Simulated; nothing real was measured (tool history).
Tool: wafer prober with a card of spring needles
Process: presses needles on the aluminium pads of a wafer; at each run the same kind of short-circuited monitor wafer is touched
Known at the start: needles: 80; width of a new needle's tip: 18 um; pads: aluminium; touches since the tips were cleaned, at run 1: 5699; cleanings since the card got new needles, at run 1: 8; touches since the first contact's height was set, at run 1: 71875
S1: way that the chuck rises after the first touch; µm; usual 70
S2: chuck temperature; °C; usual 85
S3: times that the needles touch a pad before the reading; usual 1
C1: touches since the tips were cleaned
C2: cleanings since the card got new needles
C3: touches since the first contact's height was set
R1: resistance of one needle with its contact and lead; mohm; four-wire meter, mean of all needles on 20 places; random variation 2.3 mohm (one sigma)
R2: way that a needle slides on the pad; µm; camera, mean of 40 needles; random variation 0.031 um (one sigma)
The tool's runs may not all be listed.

run 1 hour=0 | S1=70 S2=85 S3=1 | C1=5699 C2=8 C3=71875 | R1=374 R2=15.55
-- hour=2.8 height of the first contact set anew
-- hour=7 tips cleaned on abrasive film
run 2 hour=12.5 | S1=70 S2=85 S3=1 | C1=1373 C2=9 C3=2424 | R1=444 R2=15.74
run 3 hour=18.3 | S1=70 S2=85 S3=1 | C1=2843 C2=9 C3=3894 | R1=443 R2=15.79
run 4 hour=29.3 | S1=70 S2=85 S3=2 | C1=5616 C2=9 C3=6667 | R1=369 R2=15.73
-- hour=35.2 tips cleaned on abrasive film
run 5 hour=40.2 | S1=70 S2=85 S3=2 | C1=1247 C2=10 C3=9378 | R1=286 R2=15.76
run 6 hour=51.6 | S1=70 S2=85 S3=2 | C1=4112 C2=10 C3=12243 | R1=319 R2=15.72
-- hour=60.4 tips cleaned on abrasive film, once more
run 7 hour=60.4 | S1=70 S2=85 S3=2 | C1=0 C2=11 C3=14446 | R1=263 R2=15.75
run 8 hour=72.7 | S1=70 S2=27 S3=2 | C1=3084 C2=11 C3=17530 | R1=300 R2=15.72
run 9 hour=81.5 | S1=70 S2=85 S3=1 | C1=5316 C2=11 C3=19762 | R1=377 R2=15.72
run 10 hour=86.6 | S1=70 S2=85 S3=1 | C1=6600 C2=11 C3=21046 | R1=396 R2=15.64
-- hour=88.6 tips cleaned on abrasive film
run 11 hour=95.4 | S1=70 S2=85 S3=1 | C1=1705 C2=12 C3=23233 | R1=316 R2=15.65
run 12 hour=104.3 | S1=56 S2=25 S3=1 | C1=3932 C2=12 C3=25460 | R1=412 R2=12.55
run 13 hour=116.6 | S1=86 S2=85 S3=2 | C1=7035 C2=12 C3=28563 | R1=315 R2=19.28
-- hour=117.8 tips cleaned on abrasive film
run 14 hour=122.5 | S1=61 S2=85 S3=1 | C1=1171 C2=13 C3=30027 | R1=326 R2=13.69
run 15 hour=131.3 | S1=61 S2=85 S3=1 | C1=3395 C2=13 C3=32251 | R1=383 R2=13.56
run 16 hour=139.2 | S1=61 S2=85 S3=1 | C1=5367 C2=13 C3=34223 | R1=416 R2=13.63
-- hour=146.3 tips cleaned on abrasive film
run 17 hour=148.5 | S1=64 S2=78 S3=2 | C1=538 C2=14 C3=36542 | R1=277 R2=14.28

Forecast each of these 4 alternatives for the next run:
run A hour=156 | S1=68 S2=26 S3=1 | C1=2437 C2=14 C3=38441 | R1=? R2=?
run B hour=156 | S1=53 S2=78 S3=2 | C1=2437 C2=14 C3=38441 | R1=? R2=?
run C hour=156 | S1=61 S2=85 S3=1 | C1=2437 C2=14 C3=38441 | R1=? R2=?
run D hour=156 | S1=84 S2=59 S3=2 | C1=2437 C2=14 C3=38441 | R1=? R2=?

run=A R1=337 R2=15.22
run=B R1=337 R2=11.85
run=C R1=366 R2=13.64
run=D R1=285 R2=18.85
Without the tool's hidden state the same runs would have given:
run=A R1=243 R2=15.32
run=B R1=256 R2=11.94
run=C R1=261 R2=13.74
run=D R1=248 R2=18.95

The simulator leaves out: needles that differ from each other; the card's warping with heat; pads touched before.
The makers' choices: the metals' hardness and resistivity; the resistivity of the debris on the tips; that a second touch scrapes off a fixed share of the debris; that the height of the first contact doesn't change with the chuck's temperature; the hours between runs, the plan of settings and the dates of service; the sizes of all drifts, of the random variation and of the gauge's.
